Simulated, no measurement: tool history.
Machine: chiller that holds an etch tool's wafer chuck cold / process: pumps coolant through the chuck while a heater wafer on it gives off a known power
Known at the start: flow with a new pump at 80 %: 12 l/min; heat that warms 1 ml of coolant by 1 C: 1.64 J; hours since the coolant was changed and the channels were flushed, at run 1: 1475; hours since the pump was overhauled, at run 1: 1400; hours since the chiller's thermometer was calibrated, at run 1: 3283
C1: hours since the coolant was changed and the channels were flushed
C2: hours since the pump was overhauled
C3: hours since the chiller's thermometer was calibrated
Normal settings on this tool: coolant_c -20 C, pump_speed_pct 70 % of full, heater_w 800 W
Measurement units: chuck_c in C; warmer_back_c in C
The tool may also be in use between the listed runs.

Run 1, day 0: usual settings; C1 1475; C2 1400; C3 3283. Result: chuck_c -8.7 C, warmer_back_c 2.89 C.
Run 2, day 1.446: usual settings but heater_w 867 W; C1 1510; C2 1435; C3 3317. Result: chuck_c -7.7 C, warmer_back_c 3.17 C.
Run 3, day 3.175: usual settings but heater_w 1127 W; C1 1551; C2 1477; C3 3359. Result: chuck_c -3.9 C, warmer_back_c 4.1 C.
At day 4.017: chiller's thermometer calibrated.
Run 4, day 5.033: usual settings but heater_w 1127 W; C1 1595; C2 1520; C3 24. Result: chuck_c -4.3 C, warmer_back_c 4.11 C.
Run 5, day 6.521: usual settings but heater_w 1127 W; C1 1631; C2 1556; C3 60. Result: chuck_c -4.2 C, warmer_back_c 4.11 C.
Run 6, day 7.758: usual settings but heater_w 1127 W; C1 1660; C2 1586; C3 90. Result: chuck_c -4.1 C, warmer_back_c 4.16 C.
Run 7, day 9.888: usual settings but heater_w 1127 W; C1 1711; C2 1637; C3 141. Result: chuck_c -4.2 C, warmer_back_c 4.14 C.
Run 8, day 11.312: usual settings but coolant_c -21 C, heater_w 1127 W; C1 1745; C2 1671; C3 175. Result: chuck_c -5.1 C, warmer_back_c 4.1 C.
Run 9, day 13.762: usual settings but coolant_c -21 C, heater_w 1127 W; C1 1804; C2 1730; C3 234. Result: chuck_c -5.1 C, warmer_back_c 4.13 C.
Run 10, day 15.379: usual settings but coolant_c -21 C, heater_w 1127 W; C1 1843; C2 1769; C3 273. Result: chuck_c -5 C, warmer_back_c 4.12 C.
Run 11, day 16.95: usual settings but coolant_c -21 C, heater_w 1127 W; C1 1881; C2 1806; C3 310. Result: chuck_c -4.7 C, warmer_back_c 4.2 C.
Run 12, day 18.117: usual settings but coolant_c -21 C, heater_w 1127 W; C1 1909; C2 1834; C3 338. Result: chuck_c -5.1 C, warmer_back_c 4.16 C.
Run 13, day 20.312: usual settings but heater_w 1040 W; C1 1962; C2 1887; C3 391. Result: chuck_c -5 C, warmer_back_c 3.88 C.
Run 14, day 21.617: usual settings but heater_w 727 W; C1 1993; C2 1918; C3 422. Result: chuck_c -9.5 C, warmer_back_c 2.68 C.
Run 15, day 22.962: usual settings but heater_w 727 W; C1 2025; C2 1950; C3 455. Result: chuck_c -9.6 C, warmer_back_c 2.68 C.
Run 16, day 25.25: usual settings but heater_w 727 W; C1 2080; C2 2005; C3 510. Result: chuck_c -9.5 C, warmer_back_c 2.67 C.
Run 17, day 27.275: usual settings but coolant_c -16 C, pump_speed_pct 73 % of full, heater_w 434 W; C1 2129; C2 2054; C3 558. Result: chuck_c -9.9 C, warmer_back_c 1.55 C.
Run 18, day 28.346: usual settings but coolant_c -16 C, pump_speed_pct 73 % of full, heater_w 510 W; C1 2154; C2 2080; C3 584. Result: chuck_c -8.9 C, warmer_back_c 1.83 C.
Run 19, day 30.383: usual settings but coolant_c -18 C, pump_speed_pct 63 % of full, heater_w 972 W; C1 2203; C2 2129; C3 633. Result: chuck_c -2.9 C, warmer_back_c 4.08 C.
Run 20, day 32.55: usual settings but coolant_c -14 C, heater_w 453 W; C1 2255; C2 2181; C3 685. Result: chuck_c -7.3 C, warmer_back_c 1.67 C.
Run 21, day 33.567: usual settings but coolant_c -14 C, heater_w 453 W; C1 2280; C2 2205; C3 709. Result: chuck_c -7.3 C, warmer_back_c 1.64 C.
Run 22, day 35.246: usual settings but coolant_c -12 C, pump_speed_pct 75 % of full, heater_w 453 W; C1 2320; C2 2245; C3 749. Result: chuck_c -5.7 C, warmer_back_c 1.59 C.
Run 23, day 36.408: usual settings but coolant_c -12 C, pump_speed_pct 75 % of full, heater_w 453 W; C1 2348; C2 2273; C3 777. Result: chuck_c -5.8 C, warmer_back_c 1.68 C.
Run 24, day 38.238: usual settings but coolant_c -12 C, pump_speed_pct 75 % of full, heater_w 453 W; C1 2392; C2 2317; C3 821. Result: chuck_c -5.7 C, warmer_back_c 1.55 C.
Run 25, day 40.696: usual settings but coolant_c -12 C, heater_w 453 W; C1 2451; C2 2376; C3 880. Result: chuck_c -5.3 C, warmer_back_c 1.73 C.
Run 26, day 42.762: usual settings but coolant_c -21 C, pump_speed_pct 77 % of full, heater_w 1152 W; C1 2500; C2 2426; C3 930. Result: chuck_c -4.8 C, warmer_back_c 3.93 C.
Run 27, day 44.212: usual settings but coolant_c -21 C, pump_speed_pct 77 % of full, heater_w 1152 W; C1 2535; C2 2461; C3 965. Result: chuck_c -4.9 C, warmer_back_c 3.88 C.
Run 28, day 46.6: usual settings but heater_w 1114 W; C1 2592; C2 2518; C3 1022. Result: chuck_c -3.3 C, warmer_back_c 4.22 C.
Run 29, day 48.371: usual settings but coolant_c -16 C, heater_w 1114 W; C1 2635; C2 2560; C3 1065. Result: chuck_c 0.7 C, warmer_back_c 4.18 C.
Run 30, day 50.717: usual settings but pump_speed_pct 97 % of full; C1 2691; C2 2617; C3 1121. Result: chuck_c -10.2 C, warmer_back_c 2.18 C.
Run 31, day 52.525: usual settings but pump_speed_pct 74 % of full; C1 2735; C2 2660; C3 1164. Result: chuck_c -8.3 C, warmer_back_c 2.82 C.
Run 32, day 53.525: usual settings but pump_speed_pct 69 % of full, heater_w 797 W; C1 2759; C2 2684; C3 1188. Result: chuck_c -7.7 C, warmer_back_c 3.08 C.

Subtracting, for every run, the result it would have given without the tool's unlogged condition from the measured result gives the following. The same run-to-run variation enters both numbers; the gauge's scatter may not:
Unlogged tool condition in this case: heat passed by the chuck's channels, % of clean ones'; flow at a given pump speed, % of a new pump's; coolant's true temperature over the reading, C; drift of the gauge itself on chuck_c, C; drift of the gauge itself on warmer_back_c, C.
run  chuck_c  warmer_back_c
  1     +1.1          +0.12
  2     +1.2          +0.13
  3     +1.7          +0.18
  4     +1.4          +0.19
  5     +1.4          +0.19
  6     +1.5          +0.19
  7     +1.5          +0.21
  8     +1.6           +0.2
  9     +1.6          +0.22
 10     +1.7          +0.22
 11     +1.7          +0.22
 12     +1.7          +0.23
 13     +1.7          +0.22
 14     +1.2          +0.16
 15     +1.2          +0.16
 16     +1.3          +0.17
 17     +0.7           +0.1
 18     +0.9          +0.11
 19     +1.9          +0.26
 20     +0.9          +0.11
 21     +0.9          +0.12
 22     +0.8           +0.1
 23     +0.8          +0.11
 24     +0.9          +0.11
 25       +1          +0.13
 26     +2.4          +0.29
 27     +2.4          +0.29
 28     +2.5          +0.32
 29     +2.5          +0.33
 30     +1.6          +0.17
 31     +1.9          +0.23
 32     +1.9          +0.26
